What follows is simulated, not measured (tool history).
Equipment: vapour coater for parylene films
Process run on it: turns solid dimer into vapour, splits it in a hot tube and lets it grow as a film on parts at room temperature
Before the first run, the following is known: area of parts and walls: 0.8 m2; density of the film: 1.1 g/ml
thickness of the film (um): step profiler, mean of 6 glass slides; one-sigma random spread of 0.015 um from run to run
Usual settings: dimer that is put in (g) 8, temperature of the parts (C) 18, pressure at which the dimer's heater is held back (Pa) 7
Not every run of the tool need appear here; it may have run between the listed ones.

run,day,dimer that is put in (g),temperature of the parts (C),pressure at which the dimer's heater is held back (Pa),thickness of the film (um)
1,0,8,18,7,4.35
2,1.383,8,18,8.06,4.23
3,2.421,8,18,8.06,4.24
4,3.496,8,18,8.06,4.22
5,5,8,18,8.06,4.21
6,6.338,8,18,5.78,4.49
7,7.512,8,18,7,4.32
8,9.254,8,18,7,4.27
9,10.842,8,18,7,4.25
10,11.621,8,18,7,4.26
# day 11.75: table's thermometer calibrated
11,12.883,8,18,7,4.28
12,14.05,8,18,7,4.27
13,14.804,5,18,4.52,2.91
# day 15.508: table's thermometer calibrated, once more
14,16.112,5,18,4.52,2.81
15,17.633,5,18,4.52,2.79
16,18.588,9,27,2.17,4.72
17,19.517,3,11,9.03,1.72
18,21.196,3,11,3.89,1.98
19,21.988,13,16,5.09,7.35
20,22.712,11,18,3.29,6.39
# day 24.442: trap's valve overhauled
21,24.483,13,18,7,7.12
22,26.05,8,23,7,3.92
23,27.804,9,11,7,5.68

Measured less the same run without the tool's hidden state. The same run-to-run variation is in both; the gauge's scatter may not be:
The tool's hidden condition here consists of: vapour lost through the trap's worn valve, %; true temperature of the parts over the reading, C; drift of the gauge itself on film_um, %.
run,thickness of the film (um)
1,-0.04
2,-0.05
3,-0.05
4,-0.06
5,-0.07
6,-0.09
7,-0.1
8,-0.11
9,-0.13
10,-0.13
11,-0.11
12,-0.12
13,-0.08
14,-0.17
15,-0.17
16,-0.31
17,-0.11
18,-0.14
19,-0.54
20,-0.48
21,-0.02
22,-0.03
23,-0.05

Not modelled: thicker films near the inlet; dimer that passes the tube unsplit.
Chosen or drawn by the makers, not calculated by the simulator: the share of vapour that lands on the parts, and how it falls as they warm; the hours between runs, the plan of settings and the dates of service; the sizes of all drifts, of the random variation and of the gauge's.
